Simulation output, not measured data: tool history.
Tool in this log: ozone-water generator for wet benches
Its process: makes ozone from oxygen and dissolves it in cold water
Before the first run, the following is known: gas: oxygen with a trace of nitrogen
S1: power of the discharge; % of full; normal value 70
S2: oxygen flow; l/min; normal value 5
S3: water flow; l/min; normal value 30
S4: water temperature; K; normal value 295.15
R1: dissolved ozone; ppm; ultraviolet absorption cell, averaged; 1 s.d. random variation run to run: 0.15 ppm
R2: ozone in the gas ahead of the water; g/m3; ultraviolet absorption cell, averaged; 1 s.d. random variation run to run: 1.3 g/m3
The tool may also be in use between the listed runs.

run 1 day=0 | S1=70 S2=5 S3=30 S4=295.15 | R1=18.6 R2=234.8
run 2 day=1.412 | S1=70 S2=5 S3=30 S4=299.15 | R1=17.5 R2=235.8
run 3 day=2.633 | S1=70 S2=5 S3=30 S4=299.15 | R1=17.3 R2=233.5
run 4 day=4.617 | S1=70 S2=5 S3=30 S4=299.15 | R1=17.3 R2=233.9
run 5 day=6.529 | S1=70 S2=5 S3=30 S4=290.15 | R1=19.3 R2=233.2
run 6 day=8.654 | S1=70 S2=5 S3=18 S4=295.15 | R1=26.9 R2=234.2
run 7 day=11.008 | S1=70 S2=5 S3=18 S4=295.15 | R1=26.9 R2=231.7
run 8 day=12.167 | S1=70 S2=5 S3=30 S4=295.15 | R1=18.4 R2=233.3
run 9 day=14.075 | S1=70 S2=5 S3=30 S4=295.15 | R1=18.6 R2=229.5
run 10 day=16.562 | S1=70 S2=5 S3=30 S4=295.15 | R1=18.6 R2=231.6
run 11 day=18.171 | S1=70 S2=5 S3=34 S4=295.15 | R1=16.6 R2=228.7
run 12 day=19.346 | S1=70 S2=5 S3=22 S4=289.15 | R1=25.7 R2=232
run 13 day=21.05 | S1=70 S2=5 S3=33 S4=288.15 | R1=18.5 R2=231.2
run 14 day=23.062 | S1=60 S2=5 S3=21 S4=288.15 | R1=24.5 R2=211.5
run 15 day=25.296 | S1=98 S2=4.15 S3=30 S4=295.15 | R1=22.2 R2=308
run 16 day=26.775 | S1=70 S2=6.83 S3=26 S4=292.15 | R1=21.4 R2=190.8
run 17 day=29.462 | S1=45 S2=6.83 S3=21 S4=300.15 | R1=16.8 R2=148.3
-- day=31.183 gauge calibrated
run 18 day=31.183 | S1=80 S2=6.36 S3=30 S4=298.15 | R1=19.5 R2=219

The same runs without the tool's hidden state, with the same run-to-run variation:
What the log doesn't record here: yield of the discharge, % of new electrodes'; contactor's efficiency, % of a clean one's; true water temperature over the reading, C; drift of the gauge itself on ozone_ppm, %; drift of the gauge itself on gas_g_m3, %.
run=1 R2=234.9
run=2 R2=236.1
run=3 R2=234.1
run=4 R2=234.9
run=5 R2=234.7
run=6 R2=236.2
run=7 R2=234.1
run=8 R2=236
run=9 R2=232.6
run=10 R2=235.2
run=11 R2=232.7
run=12 R2=236.3
run=13 R2=235.9
run=14 R2=216.1
run=15 R2=315.5
run=16 R2=195.7
run=17 R2=152.4
run=18 R2=219.1
R1 without the hidden state stays within 0.1 ppm of what was measured, in all runs.
